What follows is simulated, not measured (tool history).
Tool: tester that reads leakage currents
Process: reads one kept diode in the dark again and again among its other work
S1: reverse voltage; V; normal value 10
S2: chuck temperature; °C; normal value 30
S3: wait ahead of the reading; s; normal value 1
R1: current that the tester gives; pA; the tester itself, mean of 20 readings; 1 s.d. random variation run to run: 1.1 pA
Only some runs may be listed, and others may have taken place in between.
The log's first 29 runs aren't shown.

run    hour    S1  S2    S3       R1
 30     985    10  30  0.75   369.96
 31  1020.9   7.3  32  0.75   377.84
 32  1053.8   2.2  30  1.43   191.37
 33  1073.8  10.3  39     1   730.29
 34  1109.6  10.3  39     1   729.49
 35    1151    10  26  7.79   275.81
 36  1178.2    10  32  1.16   436.13
 37  1202.7    10  60  0.51   2887.9
 38  1239.9    10  60  0.51  2901.86
 39  1258.1   8.8  54  0.52  1872.95

Each row is a separate what-if for the run after 39, all from the same tool condition, not one after another. Results?
  A  1278.3   1.3  40   1.7   ?
  B  1278.3  16.6  30     1   ?
  C  1278.3   1.3  30  2.15   ?
  D  1278.3    10  30  1.91   ?
  E  1278.3   9.5  23  0.52   ?

run      R1
  A  318.12
  B  471.26
  C  153.38
  D  377.85
  E  217.43
Without the tool's hidden state the same runs would have given:
run      R1
  A   307.4
  B  450.73
  C  147.78
  D  362.24
  E  207.23

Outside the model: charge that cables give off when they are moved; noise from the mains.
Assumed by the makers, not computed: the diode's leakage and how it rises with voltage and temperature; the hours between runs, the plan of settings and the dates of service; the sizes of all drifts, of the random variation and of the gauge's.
